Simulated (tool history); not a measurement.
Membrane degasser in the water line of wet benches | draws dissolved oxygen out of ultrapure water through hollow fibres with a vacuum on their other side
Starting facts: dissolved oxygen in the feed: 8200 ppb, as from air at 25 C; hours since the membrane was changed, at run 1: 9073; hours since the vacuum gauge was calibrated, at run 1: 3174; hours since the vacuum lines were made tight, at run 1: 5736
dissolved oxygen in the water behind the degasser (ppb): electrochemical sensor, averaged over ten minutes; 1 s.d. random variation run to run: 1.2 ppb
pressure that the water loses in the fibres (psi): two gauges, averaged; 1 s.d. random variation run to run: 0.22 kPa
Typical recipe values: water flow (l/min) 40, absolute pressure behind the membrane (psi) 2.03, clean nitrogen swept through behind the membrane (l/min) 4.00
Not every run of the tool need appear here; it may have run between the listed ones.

run,day,water flow (l/min),absolute pressure behind the membrane (psi),clean nitrogen swept through behind the membrane (l/min),hours since the membrane was changed,hours since the vacuum gauge was calibrated,hours since the vacuum lines were made tight,dissolved oxygen in the water behind the degasser (ppb),pressure that the water loses in the fibres (psi)
1,0.000,40,2.03,4.00,9073,3174,5736,250.5,7.746
2,6.858,40,2.03,4.00,9238,3338,5900,253.0,7.687
3,12.808,47,2.03,4.00,9381,3481,6043,292.6,9.098
4,22.142,40,2.03,4.00,9604,3705,6267,251.3,7.751
5,27.821,40,2.03,4.00,9741,3841,6404,251.2,7.777
6,37.750,40,2.03,4.00,9979,4080,6642,252.2,7.771
7,49.142,40,2.03,4.00,10252,4353,6915,251.9,7.745
8,54.867,40,2.03,4.00,10390,4490,7053,249.4,7.739
9,61.592,40,2.03,4.00,10551,4652,7214,249.2,7.744
10,71.483,40,2.03,4.00,10789,4889,7451,248.1,7.735
11,79.212,30,2.03,4.00,10974,5075,7637,191.1,5.770
12,91.408,40,2.03,4.00,11267,5367,7930,249.2,7.754
13,103.758,40,2.03,4.00,11563,5664,8226,249.0,7.751
14,113.908,40,2.03,4.00,11807,5907,8470,252.6,7.738
15,123.479,40,2.03,4.00,12037,6137,8699,251.0,7.736
# day 130.288: vacuum gauge calibrated
16,133.033,44,2.03,2.95,12265,66,8928,359.6,8.530
17,138.483,25,1.73,2.95,12396,197,9059,172.9,4.866
18,149.588,62,2.26,5.45,12663,463,9326,325.8,11.999
19,156.962,62,2.26,5.45,12840,640,9503,325.4,12.028
20,167.112,62,2.26,5.45,13083,884,9746,325.4,11.996
21,177.608,30,2.60,5.09,13335,1136,9998,206.5,5.857
22,187.712,40,3.95,4.00,13578,1378,10241,535.7,7.748
23,195.404,59,4.47,6.91,13762,1563,10425,536.1,11.436
24,203.662,34,2.93,7.92,13961,1761,10623,176.6,6.621
25,211.242,46,3.42,4.00,14142,1943,10805,522.3,8.991
26,222.362,46,3.42,11.43,14409,2210,11072,199.8,8.879
27,232.962,46,3.42,11.43,14664,2464,11326,201.5,8.897
28,242.421,46,3.42,11.43,14891,2691,11553,202.0,9.000
# day 246.271: seals of the vacuum lines changed
29,249.708,46,4.63,3.11,15064,2864,83,887.1,8.884

3 options for the next run, each taken on its own from the tool as it stands now. Forecast them:
A,259.825,34,1.52,7.38,15306,3107,325,?,?
B,259.825,52,2.03,4.00,15306,3107,325,?,?
C,259.825,46,1.55,3.11,15306,3107,325,?,?

run,dissolved oxygen in the water behind the degasser (ppb),pressure that the water loses in the fibres (psi)
A,82.3,6.591
B,320.0,10.092
C,253.5,8.908
Take away the tool's hidden state, keep each run's random variation, and the runs would have read:
run,dissolved oxygen in the water behind the degasser (ppb),pressure that the water loses in the fibres (psi)
A,82.3,6.583
B,319.9,10.080
C,253.5,8.898

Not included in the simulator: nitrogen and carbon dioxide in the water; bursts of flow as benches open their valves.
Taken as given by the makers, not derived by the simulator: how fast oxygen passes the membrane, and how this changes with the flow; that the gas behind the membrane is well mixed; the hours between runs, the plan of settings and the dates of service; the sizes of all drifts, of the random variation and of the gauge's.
